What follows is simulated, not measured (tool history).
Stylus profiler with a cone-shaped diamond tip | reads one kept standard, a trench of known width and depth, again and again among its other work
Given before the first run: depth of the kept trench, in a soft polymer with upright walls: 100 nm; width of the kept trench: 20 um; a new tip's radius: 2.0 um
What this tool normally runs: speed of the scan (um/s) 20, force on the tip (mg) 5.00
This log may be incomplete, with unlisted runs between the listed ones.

| run | hour | speed of the scan (um/s) | force on the tip (mg) | depth of the trench (angstrom) | width of the trench's floor (um) |
|---|---|---|---|---|---|
| 1 | 0.0 | 20 | 5.00 | 1020.5 | 18.28 |
| 2 | 15.2 | 20 | 5.00 | 1019.6 | 18.26 |
| 3 | 27.0 | 20 | 12.75 | 1035.7 | 18.20 |
| 4 | 37.2 | 20 | 12.75 | 1036.5 | 18.24 |
| 5 | 49.4 | 20 | 12.75 | 1037.5 | 18.23 |
| 6 | 63.7 | 20 | 3.51 | 1014.3 | 18.22 |
| 7 | 77.1 | 20 | 6.32 | 1024.1 | 18.19 |
| 8 | 97.0 | 20 | 6.32 | 1021.4 | 18.24 |
| 9 | 112.5 | 20 | 5.00 | 1019.8 | 18.24 |
| 10 | 132.4 | 20 | 5.00 | 1018.4 | 18.20 |
| 11 | 155.3 | 20 | 5.00 | 1018.9 | 18.20 |
| 12 | 177.9 | 20 | 5.00 | 1018.2 | 18.19 |
| 13 | 195.3 | 20 | 5.00 | 1018.8 | 18.18 |
| 14 | 205.8 | 5 | 5.00 | 1018.8 | 18.23 |
| 15 | 225.5 | 5 | 2.20 | 1010.5 | 18.21 |
| 16 | 244.2 | 20 | 5.00 | 1017.4 | 18.18 |
| 17 | 261.3 | 14 | 9.59 | 1030.4 | 18.20 |
| 18 | 271.4 | 36 | 2.97 | 1012.5 | 18.15 |
| 19 | 294.4 | 36 | 2.97 | 1012.5 | 18.17 |
| 20 | 308.6 | 22 | 4.25 | 1016.5 | 18.16 |
| 21 | 324.3 | 9 | 2.92 | 1012.2 | 18.21 |
| 22 | 337.0 | 7 | 4.72 | 1018.4 | 18.20 |
| 23 | 354.6 | 33 | 3.88 | 1015.1 | 18.13 |
| 24 | 371.9 | 8 | 2.98 | 1012.3 | 18.17 |
| 25 | 386.3 | 18 | 1.81 | 1008.8 | 18.10 |
| 26 | 409.1 | 6 | 2.78 | 1011.3 | 18.17 |
| 27 | 429.7 | 59 | 2.00 | 1009.2 | 18.04 |
| 28 | 440.5 | 60 | 5.22 | 1020.4 | 18.12 |
| 29 | 452.7 | 5 | 1.70 | 1006.9 | 18.14 |
| 30 | 473.5 | 18 | 2.84 | 1012.0 | 18.13 |
| 31 | 493.9 | 59 | 12.62 | 1036.2 | 18.09 |

Had the tool no unlogged condition, and each run kept its random variation, what would the results have been?
Hidden state at play: radius of the tip, um; height scale over the true one, %; drift of the gauge itself on depth_nm, %; drift of the gauge itself on floor_um, %.
| run | depth of the trench (angstrom) | width of the trench's floor (um) |
|---|---|---|
| 1 | 1021.7 | 18.75 |
| 2 | 1020.8 | 18.74 |
| 3 | 1036.9 | 18.68 |
| 4 | 1037.7 | 18.72 |
| 5 | 1038.7 | 18.71 |
| 6 | 1015.6 | 18.71 |
| 7 | 1025.3 | 18.68 |
| 8 | 1022.7 | 18.73 |
| 9 | 1021.1 | 18.74 |
| 10 | 1019.7 | 18.70 |
| 11 | 1020.2 | 18.71 |
| 12 | 1019.5 | 18.71 |
| 13 | 1020.2 | 18.70 |
| 14 | 1020.2 | 18.75 |
| 15 | 1011.9 | 18.74 |
| 16 | 1018.9 | 18.71 |
| 17 | 1031.9 | 18.74 |
| 18 | 1014.0 | 18.69 |
| 19 | 1014.0 | 18.72 |
| 20 | 1018.0 | 18.71 |
| 21 | 1013.7 | 18.76 |
| 22 | 1019.9 | 18.76 |
| 23 | 1016.7 | 18.69 |
| 24 | 1013.8 | 18.74 |
| 25 | 1010.4 | 18.66 |
| 26 | 1012.9 | 18.75 |
| 27 | 1010.8 | 18.62 |
| 28 | 1022.0 | 18.70 |
| 29 | 1008.5 | 18.72 |
| 30 | 1013.7 | 18.72 |
| 31 | 1037.9 | 18.69 |

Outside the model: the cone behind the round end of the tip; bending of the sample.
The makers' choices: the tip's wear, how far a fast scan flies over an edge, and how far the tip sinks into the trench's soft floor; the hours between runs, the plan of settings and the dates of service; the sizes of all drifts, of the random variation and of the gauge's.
